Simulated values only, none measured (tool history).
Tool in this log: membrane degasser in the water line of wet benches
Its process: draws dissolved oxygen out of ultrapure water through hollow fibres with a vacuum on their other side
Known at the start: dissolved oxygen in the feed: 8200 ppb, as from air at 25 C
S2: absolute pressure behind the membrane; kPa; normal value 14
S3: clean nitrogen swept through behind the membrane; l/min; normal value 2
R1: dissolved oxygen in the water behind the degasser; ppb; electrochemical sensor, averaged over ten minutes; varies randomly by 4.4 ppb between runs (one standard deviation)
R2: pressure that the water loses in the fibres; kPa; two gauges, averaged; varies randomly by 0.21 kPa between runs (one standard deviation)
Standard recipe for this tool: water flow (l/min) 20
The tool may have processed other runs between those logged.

{"run": 1, "hour": 0.0, "water flow (l/min)": 20, "S2": 14, "S3": 2, "R1": 457.4, "R2": 47.54}
{"run": 2, "hour": 98.9, "water flow (l/min)": 20, "S2": 14, "S3": 2, "R1": 458.1, "R2": 47.6}
{"run": 3, "hour": 260.0, "water flow (l/min)": 21, "S2": 14, "S3": 2, "R1": 488.2, "R2": 50.01}
{"run": 4, "hour": 368.3, "water flow (l/min)": 20, "S2": 14, "S3": 3.73, "R1": 346.2, "R2": 47.62}
{"run": 5, "hour": 466.0, "water flow (l/min)": 20, "S2": 14, "S3": 2, "R1": 457.1, "R2": 47.33}
{"run": 6, "hour": 643.6, "water flow (l/min)": 20, "S2": 14, "S3": 2, "R1": 454.8, "R2": 47.51}
{"hour": 662.1, "done": "vacuum gauge calibrated"}
{"run": 7, "hour": 835.4, "water flow (l/min)": 20, "S2": 14, "S3": 2, "R1": 461.3, "R2": 47.74}
{"run": 8, "hour": 966.9, "water flow (l/min)": 20, "S2": 14, "S3": 2, "R1": 458.4, "R2": 47.79}
{"hour": 983.7, "done": "vacuum gauge calibrated, once more"}
{"run": 9, "hour": 1091.9, "water flow (l/min)": 20, "S2": 14, "S3": 2, "R1": 453, "R2": 47.45}
{"run": 10, "hour": 1192.7, "water flow (l/min)": 20, "S2": 14, "S3": 2, "R1": 457.4, "R2": 47.41}
{"run": 11, "hour": 1339.3, "water flow (l/min)": 20, "S2": 14, "S3": 2, "R1": 452.6, "R2": 47.63}
{"run": 12, "hour": 1467.5, "water flow (l/min)": 20, "S2": 14, "S3": 2.68, "R1": 398.3, "R2": 47.75}
{"run": 13, "hour": 1554.1, "water flow (l/min)": 20, "S2": 14, "S3": 2.68, "R1": 399.4, "R2": 47.76}
{"run": 14, "hour": 1728.7, "water flow (l/min)": 20, "S2": 14, "S3": 2.68, "R1": 399.4, "R2": 47.97}
{"run": 15, "hour": 1817.6, "water flow (l/min)": 20, "S2": 14, "S3": 2.68, "R1": 404.8, "R2": 48.07}
{"run": 16, "hour": 1904.4, "water flow (l/min)": 20, "S2": 14, "S3": 2.68, "R1": 399.3, "R2": 48.1}
{"run": 17, "hour": 2022.7, "water flow (l/min)": 20, "S2": 26.6, "S3": 2, "R1": 729.6, "R2": 48.08}
{"run": 18, "hour": 2164.4, "water flow (l/min)": 20, "S2": 9.5, "S3": 2, "R1": 365.3, "R2": 48.11}
{"run": 19, "hour": 2269.1, "water flow (l/min)": 20, "S2": 9.5, "S3": 2, "R1": 361.7, "R2": 48.22}
{"run": 20, "hour": 2393.0, "water flow (l/min)": 20, "S2": 9.6, "S3": 1.48, "R1": 404.8, "R2": 48.15}
{"run": 21, "hour": 2508.2, "water flow (l/min)": 12, "S2": 9, "S3": 1.73, "R1": 168.6, "R2": 28.58}
{"run": 22, "hour": 2625.3, "water flow (l/min)": 22, "S2": 10.7, "S3": 1.03, "R1": 585.8, "R2": 52.5}
{"run": 23, "hour": 2786.1, "water flow (l/min)": 20, "S2": 14, "S3": 4.21, "R1": 342.7, "R2": 48.22}
{"run": 24, "hour": 2888.2, "water flow (l/min)": 14, "S2": 17.1, "S3": 2, "R1": 339.8, "R2": 33.75}
{"run": 25, "hour": 3010.9, "water flow (l/min)": 14, "S2": 17.1, "S3": 2, "R1": 324.7, "R2": 33.54}
{"run": 26, "hour": 3095.1, "water flow (l/min)": 22, "S2": 30.5, "S3": 1.46, "R1": 1078.1, "R2": 52.91}
{"run": 27, "hour": 3220.3, "water flow (l/min)": 20, "S2": 12.4, "S3": 5.4, "R1": 302.1, "R2": 48}
{"run": 28, "hour": 3319.3, "water flow (l/min)": 29, "S2": 26.9, "S3": 2.92, "R1": 900.1, "R2": 69.77}

What will run 29 give?
{"run": 29, "hour": 3476.8, "water flow (l/min)": 29, "S2": 12.5, "S3": 3.12, "R1": "?", "R2": "?"}

R1: 623.5 ppb
R2: 70.03 kPa
With the hidden condition absent and the run-to-run variation left alone, this run would have shown R1 594.4 ppb, R2 68.6 kPa.
